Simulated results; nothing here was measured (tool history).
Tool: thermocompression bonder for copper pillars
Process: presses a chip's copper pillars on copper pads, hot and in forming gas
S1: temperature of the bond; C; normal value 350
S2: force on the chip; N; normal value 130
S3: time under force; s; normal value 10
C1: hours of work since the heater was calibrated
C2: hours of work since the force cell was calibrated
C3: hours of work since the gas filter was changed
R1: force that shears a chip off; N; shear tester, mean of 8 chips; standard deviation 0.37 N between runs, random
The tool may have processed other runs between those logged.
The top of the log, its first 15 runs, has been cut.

run,hour,S1,S2,S3,C1,C2,C3,R1
# hour 834.6: heater calibrated with a thermocouple chip
16,849.7,367,130,14,11,775,93,49.3
17,886,351,108,10,37,801,119,31.3
18,916.8,359,110,10,59,823,141,34.9
19,958.5,363,144,20,89,853,171,56.9
20,990.7,363,144,20,112,876,194,56.9
21,1059.6,323,94,19,161,926,244,24.7
22,1089.9,362,110,10,183,948,265,35.2
23,1136.4,362,110,10,216,981,299,34.2
# hour 1193.8: forming gas filter changed
24,1210.2,350,160,6,269,1034,12,36.5
25,1242,350,160,6,292,1056,35,36.9
26,1306.4,378,130,12,338,1103,81,50.4
27,1349.9,333,105,16,369,1134,112,28.9
28,1410.4,320,153,6,413,1177,155,23.4
29,1481.9,320,153,6,464,1229,207,23.7
30,1535.5,341,104,10,503,1267,245,25.7

5 ways to go on from here, each from the tool as it stands after run 30. What would each give?
A,1577.1,341,100,8,532,1297,275,?
B,1577.1,350,109,10,532,1297,275,?
C,1577.1,342,187,5,532,1297,275,?
D,1577.1,329,130,6,532,1297,275,?
E,1577.1,350,153,10,532,1297,275,?

run,R1
A,21.7
B,28.9
C,34.9
D,22.3
E,41.3
With no hidden state in the tool, these same runs would have given:
run,R1
A,24.8
B,32.8
C,39.4
D,25.5
E,46.1

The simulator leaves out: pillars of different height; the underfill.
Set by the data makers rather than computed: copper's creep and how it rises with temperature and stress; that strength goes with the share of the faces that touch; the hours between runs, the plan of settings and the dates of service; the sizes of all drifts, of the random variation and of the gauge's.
